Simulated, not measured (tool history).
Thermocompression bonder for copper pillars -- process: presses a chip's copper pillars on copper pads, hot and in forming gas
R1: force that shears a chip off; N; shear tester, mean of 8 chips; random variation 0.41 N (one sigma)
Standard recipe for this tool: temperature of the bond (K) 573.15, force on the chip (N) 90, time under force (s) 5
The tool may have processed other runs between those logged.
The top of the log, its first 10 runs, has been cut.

Run 11, hour 181.4: usual settings but time under force (s) 8. Result: R1 58.1 N.
Run 12, hour 195.5: usual settings. Result: R1 50.2 N.
Run 13, hour 220.0: usual settings. Result: R1 49.5 N.
Run 14, hour 235.5: usual settings. Result: R1 50.2 N.
Run 15, hour 261.0: usual settings. Result: R1 49.7 N.
Run 16, hour 287.4: usual settings but force on the chip (N) 57. Result: R1 34.1 N.
Run 17, hour 308.0: usual settings but time under force (s) 7. Result: R1 55.4 N.
Run 18, hour 335.7: usual settings. Result: R1 49.8 N.
Run 19, hour 356.5: usual settings. Result: R1 50.0 N.

Expected results for the next run?
Run 20, hour 381.6: usual settings but time under force (s) 7. Result: R1 ?.

Run 20 came out at R1 56.5 N.
On a tool with no hidden condition, and with the same random variation, this run would have come out at R1 56.5 N.

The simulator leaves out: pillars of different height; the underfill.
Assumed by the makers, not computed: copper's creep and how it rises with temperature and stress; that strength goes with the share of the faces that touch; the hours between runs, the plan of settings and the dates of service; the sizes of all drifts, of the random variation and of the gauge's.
